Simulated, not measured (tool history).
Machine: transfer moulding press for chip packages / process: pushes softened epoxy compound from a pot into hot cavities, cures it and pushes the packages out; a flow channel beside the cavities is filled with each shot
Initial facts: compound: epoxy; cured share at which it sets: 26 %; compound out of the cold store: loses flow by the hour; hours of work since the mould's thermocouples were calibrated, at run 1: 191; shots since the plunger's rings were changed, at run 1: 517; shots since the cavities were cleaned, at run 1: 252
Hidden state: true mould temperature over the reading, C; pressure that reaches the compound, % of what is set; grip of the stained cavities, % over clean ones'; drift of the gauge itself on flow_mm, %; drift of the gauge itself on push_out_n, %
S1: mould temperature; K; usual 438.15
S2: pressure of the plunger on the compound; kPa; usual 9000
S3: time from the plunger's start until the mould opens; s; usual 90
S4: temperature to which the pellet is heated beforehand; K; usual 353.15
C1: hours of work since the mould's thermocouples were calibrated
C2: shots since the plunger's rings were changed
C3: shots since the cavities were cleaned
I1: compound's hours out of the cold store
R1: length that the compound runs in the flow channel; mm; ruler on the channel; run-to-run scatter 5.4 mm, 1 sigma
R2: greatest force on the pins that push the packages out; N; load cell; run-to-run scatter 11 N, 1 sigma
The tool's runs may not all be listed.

| run | hour | S1 | S2 | S3 | S4 | C1 | C2 | C3 | I1 | R1 | R2 |
|---|---|---|---|---|---|---|---|---|---|---|---|
| 1 | 0.0 | 438.15 | 9000 | 90 | 353.15 | 191 | 517 | 252 | 31.3 | 730 | 887 |
|  | 71.6 | cavities cleaned with cleaning compound and waxed |
| 2 | 72.4 | 438.15 | 9000 | 90 | 353.15 | 231 | 1340 | 9 | 47.4 | 661 | 491 |
| 3 | 136.4 | 438.15 | 9000 | 90 | 353.15 | 267 | 2083 | 752 | 17.3 | 767 | 1091 |
|  | 166.9 | cavities cleaned with cleaning compound and waxed |
| 4 | 195.0 | 438.15 | 9000 | 90 | 353.15 | 299 | 2745 | 326 | 10.7 | 799 | 945 |
|  | 235.7 | plunger's sealing rings changed |
| 5 | 242.9 | 438.15 | 9000 | 90 | 344.15 | 324 | 82 | 852 | 41.9 | 694 | 1078 |
|  | 266.8 | cavities cleaned with cleaning compound and waxed |
| 6 | 298.0 | 438.15 | 9000 | 90 | 344.15 | 354 | 705 | 363 | 26.2 | 754 | 984 |
| 7 | 343.9 | 438.15 | 10760 | 90 | 344.15 | 380 | 1236 | 894 | 38.2 | 763 | 1090 |
|  | 362.6 | cavities cleaned with cleaning compound and waxed |
| 8 | 417.0 | 438.15 | 10540 | 90 | 353.15 | 420 | 2067 | 631 | 25.1 | 797 | 1066 |
|  | 459.3 | cavities cleaned with cleaning compound and waxed |
| 9 | 485.8 | 438.15 | 9000 | 90 | 352.15 | 457 | 2848 | 307 | 21.9 | 743 | 925 |
|  | 518.6 | plunger's sealing rings changed |
|  | 560.1 | cavities cleaned with cleaning compound and waxed |
| 10 | 562.7 | 438.15 | 9000 | 90 | 352.15 | 498 | 493 | 30 | 13.6 | 814 | 587 |
| 11 | 622.6 | 438.15 | 9000 | 90 | 359.15 | 532 | 1188 | 725 | 36.4 | 714 | 1010 |
|  | 655.8 | cavities cleaned with cleaning compound and waxed |
| 12 | 688.4 | 438.15 | 9000 | 90 | 363.15 | 568 | 1934 | 378 | 40.7 | 683 | 885 |
| 13 | 723.5 | 438.15 | 10480 | 90 | 353.15 | 587 | 2341 | 785 | 16.4 | 841 | 1069 |
|  | 750.3 | cavities cleaned with cleaning compound and waxed |
|  | 799.5 | plunger's sealing rings changed |
| 14 | 803.7 | 438.15 | 10480 | 90 | 353.15 | 630 | 49 | 590 | 17.1 | 862 | 1045 |
|  | 846.5 | cavities cleaned with cleaning compound and waxed |
| 15 | 847.7 | 438.15 | 10480 | 90 | 353.15 | 654 | 542 | 13 | 42.5 | 741 | 496 |
| 16 | 905.2 | 438.15 | 10480 | 118 | 359.15 | 686 | 1210 | 681 | 26.4 | 799 | 800 |
|  | 943.5 | cavities cleaned with cleaning compound and waxed |
| 17 | 960.5 | 438.15 | 10100 | 81 | 353.15 | 716 | 1834 | 198 | 17.7 | 827 | 974 |
| 18 | 1032.6 | 438.15 | 9000 | 97 | 355.15 | 756 | 2670 | 1034 | 17.2 | 759 | 966 |
|  | 1037.5 | cavities cleaned with cleaning compound and waxed |
|  | 1050.5 | mould's thermocouples calibrated |
| 19 | 1074.1 | 437.15 | 9000 | 97 | 355.15 | 13 | 3111 | 401 | 19.4 | 762 | 968 |
|  | 1081.9 | plunger's sealing rings changed |
|  | 1138.4 | cavities cleaned with cleaning compound and waxed |
| 20 | 1144.3 | 431.15 | 8160 | 90 | 353.15 | 50 | 707 | 69 | 39.8 | 680 | 1010 |
| 21 | 1207.6 | 438.15 | 9000 | 90 | 363.15 | 86 | 1441 | 803 | 46.6 | 664 | 1030 |
|  | 1236.9 | cavities cleaned with cleaning compound and waxed |
| 22 | 1284.3 | 438.15 | 8080 | 78 | 344.15 | 128 | 2314 | 551 | 30.9 | 681 | 1545 |
|  | 1333.8 | cavities cleaned with cleaning compound and waxed |
| 23 | 1356.4 | 438.15 | 8080 | 78 | 351.15 | 167 | 3132 | 261 | 24.6 | 703 | 1217 |
|  | 1362.7 | plunger's sealing rings changed |
| 24 | 1393.9 | 438.15 | 7870 | 90 | 356.15 | 187 | 361 | 667 | 34.8 | 672 | 1083 |
|  | 1431.0 | cavities cleaned with cleaning compound and waxed |
| 25 | 1459.0 | 438.15 | 7870 | 90 | 358.15 | 222 | 1100 | 325 | 28.0 | 695 | 904 |
| 26 | 1513.3 | 431.15 | 9000 | 90 | 349.15 | 253 | 1730 | 955 | 10.2 | 849 | 1962 |
|  | 1525.8 | cavities cleaned with cleaning compound and waxed |
| 27 | 1595.0 | 431.15 | 9000 | 90 | 362.15 | 298 | 2661 | 803 | 20.0 | 779 | 1742 |

Had the tool no unlogged condition, and each run kept its random variation, what would the results have been?
| run | R1 | R2 |
|---|---|---|
| 1 | 738 | 531 |
| 2 | 679 | 488 |
| 3 | 799 | 530 |
| 4 | 843 | 548 |
| 5 | 698 | 518 |
| 6 | 766 | 556 |
| 7 | 783 | 518 |
| 8 | 829 | 537 |
| 9 | 784 | 542 |
| 10 | 828 | 553 |
| 11 | 735 | 504 |
| 12 | 713 | 496 |
| 13 | 885 | 536 |
| 14 | 869 | 552 |
| 15 | 754 | 501 |
| 16 | 823 | 387 |
| 17 | 861 | 695 |
| 18 | 802 | 476 |
| 19 | 805 | 497 |
| 20 | 690 | 806 |
| 21 | 683 | 477 |
| 22 | 712 | 764 |
| 23 | 745 | 729 |
| 24 | 677 | 524 |
| 25 | 710 | 504 |
| 26 | 878 | 926 |
| 27 | 820 | 843 |
